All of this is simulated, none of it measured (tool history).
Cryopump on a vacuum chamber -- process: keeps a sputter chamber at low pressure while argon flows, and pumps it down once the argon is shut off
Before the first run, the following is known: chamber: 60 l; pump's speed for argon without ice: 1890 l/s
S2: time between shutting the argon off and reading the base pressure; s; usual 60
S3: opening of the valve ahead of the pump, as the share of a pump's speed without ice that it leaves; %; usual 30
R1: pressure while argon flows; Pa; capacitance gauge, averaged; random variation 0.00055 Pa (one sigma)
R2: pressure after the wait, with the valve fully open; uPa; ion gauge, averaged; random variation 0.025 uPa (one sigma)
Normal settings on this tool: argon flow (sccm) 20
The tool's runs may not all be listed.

Run 1, hour 0: usual settings. Result: R1 0.0619 Pa, R2 1.51 uPa.
Run 2, hour 21.5: usual settings. Result: R1 0.0615 Pa, R2 1.57 uPa.
Run 3, hour 53.7: usual settings but argon flow (sccm) 10. Result: R1 0.0304 Pa, R2 1.58 uPa.
Run 4, hour 81.3: usual settings. Result: R1 0.0608 Pa, R2 1.56 uPa.
Run 5, hour 100.8: usual settings. Result: R1 0.0608 Pa, R2 1.61 uPa.
Run 6, hour 119.3: usual settings. Result: R1 0.0616 Pa, R2 1.53 uPa.
Run 7, hour 146.1: usual settings. Result: R1 0.0615 Pa, R2 1.58 uPa.
Run 8, hour 162.8: usual settings. Result: R1 0.0614 Pa, R2 1.6 uPa.
Run 9, hour 184.8: usual settings. Result: R1 0.061 Pa, R2 1.59 uPa.
Run 10, hour 198.3: usual settings. Result: R1 0.0614 Pa, R2 1.62 uPa.
Run 11, hour 217.7: usual settings but argon flow (sccm) 35. Result: R1 0.1074 Pa, R2 1.61 uPa.
Run 12, hour 241.7: usual settings but argon flow (sccm) 35. Result: R1 0.1077 Pa, R2 1.65 uPa.
Run 13, hour 263.5: usual settings. Result: R1 0.0616 Pa, R2 1.63 uPa.
Run 14, hour 284.6: usual settings but argon flow (sccm) 15. Result: R1 0.0459 Pa, R2 1.59 uPa.
Run 15, hour 307.6: usual settings but S3 15 %. Result: R1 0.1213 Pa, R2 1.64 uPa.
Run 16, hour 340.9: usual settings but S3 15 %. Result: R1 0.1216 Pa, R2 1.63 uPa.
Run 17, hour 356.7: usual settings but S3 15 %. Result: R1 0.1213 Pa, R2 1.65 uPa.
Run 18, hour 370.5: usual settings but S3 15 %. Result: R1 0.1214 Pa, R2 1.72 uPa.
Run 19, hour 403.4: usual settings but argon flow (sccm) 16, S2 24 s. Result: R1 0.0489 Pa, R2 2.88 uPa.
Run 20, hour 422.8: usual settings but argon flow (sccm) 27. Result: R1 0.0838 Pa, R2 1.66 uPa.
Run 21, hour 445.8: usual settings but argon flow (sccm) 26, S2 22 s, S3 15 %. Result: R1 0.1592 Pa, R2 3.09 uPa.
Run 22, hour 464.7: usual settings but S3 34 %. Result: R1 0.0554 Pa, R2 1.65 uPa.
Run 23, hour 482.9: usual settings but argon flow (sccm) 30, S3 56 %. Result: R1 0.0518 Pa, R2 1.68 uPa.
Run 24, hour 507: usual settings but argon flow (sccm) 11, S3 56 %. Result: R1 0.0178 Pa, R2 1.63 uPa.
Run 25, hour 538.3: usual settings but argon flow (sccm) 15, S2 45 s, S3 24 %. Result: R1 0.0585 Pa, R2 2 uPa.
Run 26, hour 566.2: usual settings but argon flow (sccm) 31, S2 24 s, S3 16 %. Result: R1 0.1758 Pa, R2 2.89 uPa.
Run 27, hour 581.2: usual settings but S3 59 %. Result: R1 0.0333 Pa, R2 1.72 uPa.
Run 28, hour 610.7: usual settings but argon flow (sccm) 18, S2 37 s, S3 50 %. Result: R1 0.0338 Pa, R2 2.21 uPa.
Run 29, hour 633.9: usual settings but argon flow (sccm) 9, S3 36 %. Result: R1 0.0231 Pa, R2 1.72 uPa.
Run 30, hour 667.4: usual settings but argon flow (sccm) 12, S2 70 s, S3 22 %. Result: R1 0.0506 Pa, R2 1.59 uPa.
Run 31, hour 700.1: usual settings but argon flow (sccm) 13, S2 26 s. Result: R1 0.0418 Pa, R2 2.74 uPa.
Run 32, hour 733.2: usual settings but argon flow (sccm) 13, S2 26 s. Result: R1 0.0394 Pa, R2 2.77 uPa.
Run 33, hour 754.9: usual settings but argon flow (sccm) 13, S2 26 s. Result: R1 0.0399 Pa, R2 2.81 uPa.

5 options for the next run, each taken on its own from the tool as it stands now. Forecast them:
Run A, hour 770.7: usual settings but argon flow (sccm) 8, S2 26 s. Result: R1 ?, R2 ?.
Run B, hour 770.7: usual settings but argon flow (sccm) 11, S2 162 s, S3 33 %. Result: R1 ?, R2 ?.
Run C, hour 770.7: usual settings but argon flow (sccm) 26, S2 26 s. Result: R1 ?, R2 ?.
Run D, hour 770.7: usual settings but argon flow (sccm) 10, S2 32 s. Result: R1 ?, R2 ?.
Run E, hour 770.7: usual settings but S2 26 s. Result: R1 ?, R2 ?.

run      R1    R2
  A  0.0245  2.82
  B  0.0322  1.21
  C  0.0812  2.77
  D  0.0314  2.45
  E  0.0624  2.75
The same runs, with their run-to-run variation unchanged, on a tool lacking any hidden condition would have given:
run      R1    R2
  A  0.0234  2.02
  B  0.0307  0.43
  C  0.0775  1.99
  D    0.03  1.66
  E  0.0596  1.98
